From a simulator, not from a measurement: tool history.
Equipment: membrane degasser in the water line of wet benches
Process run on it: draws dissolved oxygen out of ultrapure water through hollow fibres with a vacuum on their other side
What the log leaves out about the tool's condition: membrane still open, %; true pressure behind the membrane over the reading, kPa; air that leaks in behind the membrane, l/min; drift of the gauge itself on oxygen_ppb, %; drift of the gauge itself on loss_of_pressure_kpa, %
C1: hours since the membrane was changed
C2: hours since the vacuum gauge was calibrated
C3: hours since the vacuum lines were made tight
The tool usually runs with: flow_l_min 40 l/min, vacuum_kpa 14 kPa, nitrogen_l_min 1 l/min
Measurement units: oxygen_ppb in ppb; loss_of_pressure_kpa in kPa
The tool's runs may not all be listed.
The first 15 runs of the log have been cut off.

{"run": 16, "hour": 1530.0, "flow_l_min": 26, "vacuum_kpa": 17.4, "nitrogen_l_min": 1, "C1": 5829, "C2": 175, "C3": 5696, "oxygen_ppb": 749, "loss_of_pressure_kpa": 24.85}
{"run": 17, "hour": 1612.7, "flow_l_min": 42, "vacuum_kpa": 28, "nitrogen_l_min": 0.62, "C1": 5912, "C2": 258, "C3": 5779, "oxygen_ppb": 2333.7, "loss_of_pressure_kpa": 40.4}
{"hour": 1738.2, "done": "vacuum gauge calibrated, once more"}
{"run": 18, "hour": 1754.2, "flow_l_min": 42, "vacuum_kpa": 28, "nitrogen_l_min": 0.62, "C1": 6053, "C2": 16, "C3": 5920, "oxygen_ppb": 2320.1, "loss_of_pressure_kpa": 40.52}
{"run": 19, "hour": 1828.2, "flow_l_min": 40, "vacuum_kpa": 33.7, "nitrogen_l_min": 1.02, "C1": 6127, "C2": 90, "C3": 5994, "oxygen_ppb": 1940.7, "loss_of_pressure_kpa": 38.44}
{"run": 20, "hour": 1925.7, "flow_l_min": 40, "vacuum_kpa": 33.7, "nitrogen_l_min": 1.02, "C1": 6225, "C2": 188, "C3": 6092, "oxygen_ppb": 1934.9, "loss_of_pressure_kpa": 38.52}
{"run": 21, "hour": 1989.0, "flow_l_min": 40, "vacuum_kpa": 33.7, "nitrogen_l_min": 2.29, "C1": 6288, "C2": 251, "C3": 6155, "oxygen_ppb": 1071.1, "loss_of_pressure_kpa": 38.27}
{"run": 22, "hour": 2085.0, "flow_l_min": 39, "vacuum_kpa": 13, "nitrogen_l_min": 1.05, "C1": 6384, "C2": 347, "C3": 6251, "oxygen_ppb": 693.2, "loss_of_pressure_kpa": 38.1}
{"run": 23, "hour": 2216.3, "flow_l_min": 39, "vacuum_kpa": 13, "nitrogen_l_min": 1.05, "C1": 6515, "C2": 478, "C3": 6382, "oxygen_ppb": 695, "loss_of_pressure_kpa": 37.69}
{"hour": 2285.2, "done": "seals of the vacuum lines changed"}
{"run": 24, "hour": 2288.4, "flow_l_min": 25, "vacuum_kpa": 22.8, "nitrogen_l_min": 1.05, "C1": 6585, "C2": 548, "C3": 3, "oxygen_ppb": 921.1, "loss_of_pressure_kpa": 24.17}
{"run": 25, "hour": 2350.6, "flow_l_min": 25, "vacuum_kpa": 22.8, "nitrogen_l_min": 1.05, "C1": 6647, "C2": 610, "C3": 65, "oxygen_ppb": 920, "loss_of_pressure_kpa": 24.27}
{"run": 26, "hour": 2411.8, "flow_l_min": 25, "vacuum_kpa": 29, "nitrogen_l_min": 2.63, "C1": 6709, "C2": 672, "C3": 127, "oxygen_ppb": 546.1, "loss_of_pressure_kpa": 24.27}
{"run": 27, "hour": 2550.3, "flow_l_min": 49, "vacuum_kpa": 23.6, "nitrogen_l_min": 1.67, "C1": 6847, "C2": 810, "C3": 265, "oxygen_ppb": 1130.1, "loss_of_pressure_kpa": 47.9}
{"run": 28, "hour": 2660.8, "flow_l_min": 49, "vacuum_kpa": 23.6, "nitrogen_l_min": 1.67, "C1": 6958, "C2": 921, "C3": 376, "oxygen_ppb": 1129.9, "loss_of_pressure_kpa": 47.66}
{"run": 29, "hour": 2744.6, "flow_l_min": 27, "vacuum_kpa": 28.4, "nitrogen_l_min": 0.52, "C1": 7041, "C2": 1004, "C3": 459, "oxygen_ppb": 1995.1, "loss_of_pressure_kpa": 26.26}
{"run": 30, "hour": 2828.0, "flow_l_min": 61, "vacuum_kpa": 19.2, "nitrogen_l_min": 1, "C1": 7125, "C2": 1088, "C3": 543, "oxygen_ppb": 1544.5, "loss_of_pressure_kpa": 59.52}
{"run": 31, "hour": 2957.5, "flow_l_min": 41, "vacuum_kpa": 9.7, "nitrogen_l_min": 1.39, "C1": 7254, "C2": 1217, "C3": 672, "oxygen_ppb": 396.5, "loss_of_pressure_kpa": 40.33}
{"run": 32, "hour": 3078.7, "flow_l_min": 57, "vacuum_kpa": 9, "nitrogen_l_min": 0.46, "C1": 7376, "C2": 1339, "C3": 794, "oxygen_ppb": 968.2, "loss_of_pressure_kpa": 55.89}

What if the next run were any one of these 4? Each begins from the tool's condition after run 32:
{"run": "A", "hour": 3155.1, "flow_l_min": 40, "vacuum_kpa": 14, "nitrogen_l_min": 0.86, "C1": 7452, "C2": 1415, "C3": 870, "oxygen_ppb": "?", "loss_of_pressure_kpa": "?"}
{"run": "B", "hour": 3155.1, "flow_l_min": 57, "vacuum_kpa": 9, "nitrogen_l_min": 1.81, "C1": 7452, "C2": 1415, "C3": 870, "oxygen_ppb": "?", "loss_of_pressure_kpa": "?"}
{"run": "C", "hour": 3155.1, "flow_l_min": 33, "vacuum_kpa": 14, "nitrogen_l_min": 1.13, "C1": 7452, "C2": 1415, "C3": 870, "oxygen_ppb": "?", "loss_of_pressure_kpa": "?"}
{"run": "D", "hour": 3155.1, "flow_l_min": 57, "vacuum_kpa": 13.8, "nitrogen_l_min": 2.65, "C1": 7452, "C2": 1415, "C3": 870, "oxygen_ppb": "?", "loss_of_pressure_kpa": "?"}

run=A oxygen_ppb=898.8 loss_of_pressure_kpa=39.16
run=B oxygen_ppb=393.1 loss_of_pressure_kpa=55.34
run=C oxygen_ppb=629.4 loss_of_pressure_kpa=32.32
run=D oxygen_ppb=502 loss_of_pressure_kpa=55.83
Without the tool's hidden state the same runs would have given:
run=A oxygen_ppb=893.4 loss_of_pressure_kpa=36.1
run=B oxygen_ppb=381.4 loss_of_pressure_kpa=50.98
run=C oxygen_ppb=625.9 loss_of_pressure_kpa=29.79
run=D oxygen_ppb=491.5 loss_of_pressure_kpa=51.45
